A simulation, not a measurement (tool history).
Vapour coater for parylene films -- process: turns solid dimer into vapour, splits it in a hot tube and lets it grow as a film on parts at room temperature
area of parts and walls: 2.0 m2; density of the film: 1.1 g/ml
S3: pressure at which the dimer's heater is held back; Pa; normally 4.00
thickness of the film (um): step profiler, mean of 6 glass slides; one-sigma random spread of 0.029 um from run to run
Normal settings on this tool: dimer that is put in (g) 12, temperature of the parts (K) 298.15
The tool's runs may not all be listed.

Run 1, day 0.000: usual settings. Result: thickness of the film (um) 2.66.
Run 2, day 0.512: usual settings. Result: thickness of the film (um) 2.73.
Run 3, day 1.388: usual settings. Result: thickness of the film (um) 2.60.
Run 4, day 2.012: usual settings. Result: thickness of the film (um) 2.66.
Run 5, day 2.708: usual settings. Result: thickness of the film (um) 2.65.
Run 6, day 3.271: usual settings. Result: thickness of the film (um) 2.63.
Run 7, day 4.150: usual settings. Result: thickness of the film (um) 2.66.
Run 8, day 4.692: usual settings. Result: thickness of the film (um) 2.69.
Run 9, day 5.392: usual settings but temperature of the parts (K) 306.15. Result: thickness of the film (um) 2.20.
Run 10, day 6.450: usual settings but temperature of the parts (K) 306.15. Result: thickness of the film (um) 2.20.
Run 11, day 7.017: usual settings but temperature of the parts (K) 302.15. Result: thickness of the film (um) 2.43.
Run 12, day 7.479: usual settings but temperature of the parts (K) 293.15, S3 2.73 Pa. Result: thickness of the film (um) 3.13.
Run 13, day 8.042: usual settings but temperature of the parts (K) 307.15, S3 3.58 Pa. Result: thickness of the film (um) 2.19.

3 options for the next run, each taken on its own from the tool as it stands now. Forecast them:
Run A, day 8.633: usual settings but temperature of the parts (K) 307.15, S3 2.79 Pa. Result: thickness of the film (um) ?.
Run B, day 8.633: usual settings but dimer that is put in (g) 16, temperature of the parts (K) 292.15, S3 4.97 Pa. Result: thickness of the film (um) ?.
Run C, day 8.633: usual settings but temperature of the parts (K) 291.15, S3 2.86 Pa. Result: thickness of the film (um) ?.

run  thickness of the film (um)
  A                        2.23
  B                        3.90
  C                        3.23
Without the tool's hidden state the same runs would have given:
run  thickness of the film (um)
  A                        2.25
  B                        3.92
  C                        3.24
